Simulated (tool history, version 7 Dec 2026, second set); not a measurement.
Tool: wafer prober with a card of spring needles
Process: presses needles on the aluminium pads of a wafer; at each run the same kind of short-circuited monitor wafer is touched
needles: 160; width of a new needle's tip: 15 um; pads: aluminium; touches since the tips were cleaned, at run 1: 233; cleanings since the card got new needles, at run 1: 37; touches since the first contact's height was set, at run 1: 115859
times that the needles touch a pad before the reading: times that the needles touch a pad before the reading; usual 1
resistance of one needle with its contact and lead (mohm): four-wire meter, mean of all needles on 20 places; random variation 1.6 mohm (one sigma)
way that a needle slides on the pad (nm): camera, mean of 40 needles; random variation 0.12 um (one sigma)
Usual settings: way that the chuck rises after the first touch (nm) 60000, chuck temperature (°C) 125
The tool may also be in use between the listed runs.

run   hour  way that the chuck rises after the first touch (nm)  chuck temperature (°C)  times that the needles touch a pad before the reading  touches since the tips were cleaned  cleanings since the card got new needles  touches since the first contact's height was set  resistance of one needle with its contact and lead (mohm)  way that a needle slides on the pad (nm)
  1    0.0                                                60000                     125                                                      1                                  233                                        37                                            115859                                                        169                                     14320
      12.5  -- tips cleaned on abrasive film
  2   14.4                                                60000                     125                                                      1                                  387                                        38                                            118876                                                        243                                     13660
      25.9  -- tips cleaned on abrasive film
  3   25.9                                                60000                     125                                                      1                                    0                                        39                                            121286                                                        166                                     13510
      39.2  -- tips cleaned on abrasive film
  4   42.5                                                60000                     125                                                      1                                  698                                        40                                            124774                                                        181                                     13680
      52.4  -- tips cleaned on abrasive film
  5   52.4                                                45000                     125                                                      1                                    0                                        41                                            126853                                                        171                                     10020
      65.1  -- tips cleaned on abrasive film, once more
  6   66.7                                                45000                     125                                                      1                                  339                                        42                                            129845                                                        186                                      9900
      78.5  -- tips cleaned on abrasive film
  7   80.2                                                60000                      66                                                      1                                  363                                        43                                            132675                                                        166                                     13460
  8   88.1                                                60000                      66                                                      1                                 2044                                        43                                            134356                                                        204                                     13580
      92.3  -- tips cleaned on abrasive film
  9   99.6                                                60000                      66                                                      1                                 1540                                        44                                            136745                                                        199                                     13760
     105.4  -- tips cleaned on abrasive film
 10  108.6                                                47000                     125                                                      1                                  694                                        45                                            138644                                                        198                                     10330
     118.5  -- tips cleaned on abrasive film
     123.1  -- height of the first contact set anew
 11  123.1                                                47000                     125                                                      1                                  896                                        46                                                 0                                                        194                                     11720
 12  130.5                                                60000                     125                                                      1                                 2480                                        46                                              1584                                                        205                                     15050
     133.0  -- tips cleaned on abrasive film
 13  137.6                                                62000                     125                                                      1                                  978                                        47                                              3058                                                        181                                     15490
     146.1  -- tips cleaned on abrasive film
 14  146.1                                                60000                     125                                                      2                                    0                                        48                                              4832                                                        163                                     14940
 15  156.8                                                60000                     125                                                      2                                 2264                                        48                                              7096                                                        186                                     14790
     159.4  -- tips cleaned on abrasive film
 16  163.8                                                75000                     125                                                      2                                  915                                        49                                              8539                                                        164                                     18420
     172.6  -- tips cleaned on abrasive film
 17  179.4                                                60000                     125                                                      3                                 1436                                        50                                             11827                                                        167                                     14830
     186.6  -- tips cleaned on abrasive film
 18  196.3                                                43000                     125                                                      2                                 2052                                        51                                             15367                                                        206                                     10570
     199.9  -- tips cleaned on abrasive film
 19  211.1                                                43000                     125                                                      2                                 2378                                        52                                             18481                                                        210                                     10440
     213.9  -- tips cleaned on abrasive film
 20  225.2                                                43000                     125                                                      2                                 2384                                        53                                             21427                                                        211                                     10620
     227.0  -- tips cleaned on abrasive film
 21  236.8                                                41000                     103                                                      1                                 2089                                        54                                             23871                                                        249                                     10180
     240.5  -- tips cleaned on abrasive film
 22  246.5                                                48000                      48                                                      3                                 1286                                        55                                             25901                                                        168                                     11840
     253.9  -- tips cleaned on abrasive film
 23  256.5                                                71000                      34                                                      1                                  536                                        56                                             27979                                                        153                                     17130
     267.5  -- tips cleaned on abrasive film
 24  270.3                                                71000                      34                                                      1                                  596                                        57                                             30885                                                        156                                     17420
 25  279.1                                                71000                      34                                                      1                                 2445                                        57                                             32734                                                        181                                     17400
     280.5  -- tips cleaned on abrasive film
 26  292.9                                                74000                      29                                                      2                                 2626                                        58                                             35641                                                        167                                     18270
     294.4  -- tips cleaned on abrasive film
 27  305.7                                                75000                      97                                                      2                                 2394                                        59                                             38322                                                        172                                     18300
     308.8  -- tips cleaned on abrasive film
 28  318.9                                                42000                     106                                                      2                                 2146                                        60                                             41089                                                        214                                     10060
     321.8  -- tips cleaned on abrasive film
 29  329.7                                                42000                     106                                                      2                                 1654                                        61                                             43332                                                        205                                      9940
     334.8  -- tips cleaned on abrasive film
 30  337.4                                                65000                      32                                                      2                                  549                                        62                                             44951                                                        154                                     15720
 31  345.6                                                46000                      32                                                      2                                 2272                                        62                                             46674                                                        193                                     11170
     348.4  -- tips cleaned on abrasive film
 32  353.8                                                44000                     125                                                      1                                 1150                                        63                                             48396                                                        219                                     10590
     361.8  -- tips cleaned on abrasive film
 33  363.1                                                58000                      27                                                      1                                  273                                        64                                             50335                                                        159                                     14000

Measured less the same run without the tool's hidden state. The same run-to-run variation is in both; the gauge's scatter may not be:
The hidden state here: debris on the tips, nm; way that the needles fall short of the set height, um; tips' diameter, um; drift of the gauge itself on contact_mohm, %; drift of the gauge itself on scrub_um, %.
run  resistance of one needle with its contact and lead (mohm)  way that a needle slides on the pad (nm)
  1                                                        +13                                      -820
  2                                                        +87                                     -1180
  3                                                        +10                                     -1190
  4                                                        +25                                     -1230
  5                                                        +11                                     -1250
  6                                                        +25                                     -1260
  7                                                        +18                                     -1290
  8                                                        +55                                     -1310
  9                                                        +49                                     -1330
 10                                                        +40                                     -1330
 11                                                        +40                                        +0
 12                                                        +48                                        +0
 13                                                        +26                                       -10
 14                                                         +4                                       -40
 15                                                        +28                                       -40
 16                                                        +11                                       -60
 17                                                        +14                                       -80
 18                                                        +47                                       -90
 19                                                        +51                                      -120
 20                                                        +51                                      -140
 21                                                        +93                                      -160
 22                                                        +23                                      -190
 23                                                        +14                                      -210
 24                                                        +16                                      -240
 25                                                        +41                                      -240
 26                                                        +25                                      -260
 27                                                        +21                                      -290
 28                                                        +55                                      -310
 29                                                        +48                                      -320
 30                                                        +12                                      -350
 31                                                        +51                                      -350
 32                                                        +59                                      -380
 33                                                        +19                                      -410
